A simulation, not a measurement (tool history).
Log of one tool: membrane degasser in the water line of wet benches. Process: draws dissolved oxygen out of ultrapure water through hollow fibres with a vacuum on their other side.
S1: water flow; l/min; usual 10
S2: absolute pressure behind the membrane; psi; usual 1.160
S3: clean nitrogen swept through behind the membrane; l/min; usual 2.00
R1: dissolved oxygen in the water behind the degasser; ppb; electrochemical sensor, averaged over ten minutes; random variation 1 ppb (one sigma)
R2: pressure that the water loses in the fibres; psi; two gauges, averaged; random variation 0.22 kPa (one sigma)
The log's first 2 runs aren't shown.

run,hour,S1,S2,S3,R1,R2
3,525.1,10,1.160,4.09,68.7,8.015
4,872.1,10,1.160,4.09,68.9,7.964
5,1059.2,10,0.834,2.00,72.0,7.967
6,1286.4,10,1.472,2.00,124.7,7.965
7,1530.7,10,1.160,2.00,98.5,7.970
8,1761.8,10,1.160,2.00,98.4,7.929
9,1945.9,10,1.160,2.00,98.4,7.926
10,2185.0,15,1.160,2.00,258.9,11.868
11,2485.0,10,1.855,2.00,156.8,7.903
# hour 2515.8: vacuum gauge calibrated
12,2675.2,10,1.855,5.65,83.6,7.858
13,2837.5,10,1.160,3.46,73.3,7.878
14,3037.6,10,1.160,5.92,59.3,7.849
15,3208.7,10,1.160,5.92,60.6,7.907
16,3470.7,14,1.160,2.00,223.5,11.068
17,3655.0,13,2.406,1.37,394.4,10.267
18,3932.1,8,1.981,1.21,177.5,6.315
19,4123.3,7,2.601,0.95,265.0,5.555
20,4276.2,12,0.860,4.80,100.8,9.404
# hour 4395.9: membrane cartridge changed
21,4457.0,10,0.840,2.00,72.0,7.815
# hour 4528.7: gauge calibrated
# hour 4609.6: seals of the vacuum lines changed
22,4717.4,8,0.840,2.00,39.2,6.398
23,5050.6,11,1.275,3.99,96.7,8.773
24,5265.4,16,1.160,2.62,288.4,12.787

Run 25 comes next. What will it give?
25,5444.9,15,1.360,2.00,?,?

R1: 287.1 ppb
R2: 11.983 psi
Without the tool's hidden state the same run would have given R1 286.9 ppb, R2 12.035 psi.
